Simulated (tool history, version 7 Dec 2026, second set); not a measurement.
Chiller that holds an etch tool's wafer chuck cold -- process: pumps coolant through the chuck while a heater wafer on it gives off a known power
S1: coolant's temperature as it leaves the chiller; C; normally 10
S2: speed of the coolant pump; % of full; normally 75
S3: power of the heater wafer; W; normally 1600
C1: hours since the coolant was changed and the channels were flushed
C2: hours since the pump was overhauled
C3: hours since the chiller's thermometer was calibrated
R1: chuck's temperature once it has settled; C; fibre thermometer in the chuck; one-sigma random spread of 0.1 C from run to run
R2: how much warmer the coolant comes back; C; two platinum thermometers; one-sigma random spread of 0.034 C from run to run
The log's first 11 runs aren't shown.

{"run": 12, "hour": 511.5, "S1": 10, "S2": 75, "S3": 1600, "C1": 7917, "C2": 963, "C3": 1618, "R1": 24.6, "R2": 5.54}
{"run": 13, "hour": 567.8, "S1": 10, "S2": 75, "S3": 1600, "C1": 7973, "C2": 1019, "C3": 1674, "R1": 24.9, "R2": 5.6}
{"hour": 596.3, "done": "coolant changed, channels flushed"}
{"run": 14, "hour": 625.1, "S1": 10, "S2": 75, "S3": 1600, "C1": 29, "C2": 1071, "C3": 1725, "R1": 22.2, "R2": 5.6}
{"run": 15, "hour": 659.2, "S1": 18, "S2": 75, "S3": 1600, "C1": 63, "C2": 1105, "C3": 1759, "R1": 30.3, "R2": 5.54}
{"run": 16, "hour": 717.8, "S1": 18, "S2": 75, "S3": 1600, "C1": 121, "C2": 1163, "C3": 1818, "R1": 30.3, "R2": 5.52}
{"run": 17, "hour": 756.8, "S1": 7, "S2": 74, "S3": 826, "C1": 160, "C2": 1202, "C3": 1857, "R1": 13.2, "R2": 2.91}
{"run": 18, "hour": 800.7, "S1": 7, "S2": 74, "S3": 826, "C1": 204, "C2": 1246, "C3": 1901, "R1": 13.2, "R2": 2.92}
{"run": 19, "hour": 829.4, "S1": 7, "S2": 74, "S3": 826, "C1": 233, "C2": 1275, "C3": 1929, "R1": 13.2, "R2": 2.94}
{"run": 20, "hour": 881.4, "S1": 7, "S2": 84, "S3": 826, "C1": 285, "C2": 1327, "C3": 1981, "R1": 12.8, "R2": 2.55}
{"run": 21, "hour": 922.4, "S1": 5, "S2": 65, "S3": 1263, "C1": 326, "C2": 1368, "C3": 2022, "R1": 15.5, "R2": 5.17}
{"run": 22, "hour": 966.3, "S1": 15, "S2": 88, "S3": 1146, "C1": 370, "C2": 1412, "C3": 2066, "R1": 22.9, "R2": 3.34}
{"run": 23, "hour": 1021.5, "S1": 7, "S2": 67, "S3": 955, "C1": 425, "C2": 1467, "C3": 2121, "R1": 14.8, "R2": 3.73}
{"run": 24, "hour": 1072.1, "S1": 9, "S2": 100, "S3": 1102, "C1": 476, "C2": 1518, "C3": 2172, "R1": 16.2, "R2": 2.8}
{"run": 25, "hour": 1122.7, "S1": 16, "S2": 75, "S3": 1528, "C1": 526, "C2": 1568, "C3": 2223, "R1": 27.5, "R2": 5.29}
{"run": 26, "hour": 1178.2, "S1": 10, "S2": 76, "S3": 1600, "C1": 582, "C2": 1624, "C3": 2278, "R1": 22, "R2": 5.49}
{"run": 27, "hour": 1236.1, "S1": 18, "S2": 76, "S3": 1600, "C1": 640, "C2": 1682, "C3": 2336, "R1": 30.2, "R2": 5.54}

Expected results for the next run?
{"run": 28, "hour": 1271.0, "S1": 10, "S2": 75, "S3": 1019, "C1": 675, "C2": 1716, "C3": 2371, "R1": "?", "R2": "?"}

R1: 17.9 C
R2: 3.49 C
Were there no unlogged condition in the tool, this run, its random variation unchanged, would have produced R1 17.9 C, R2 3.47 C.
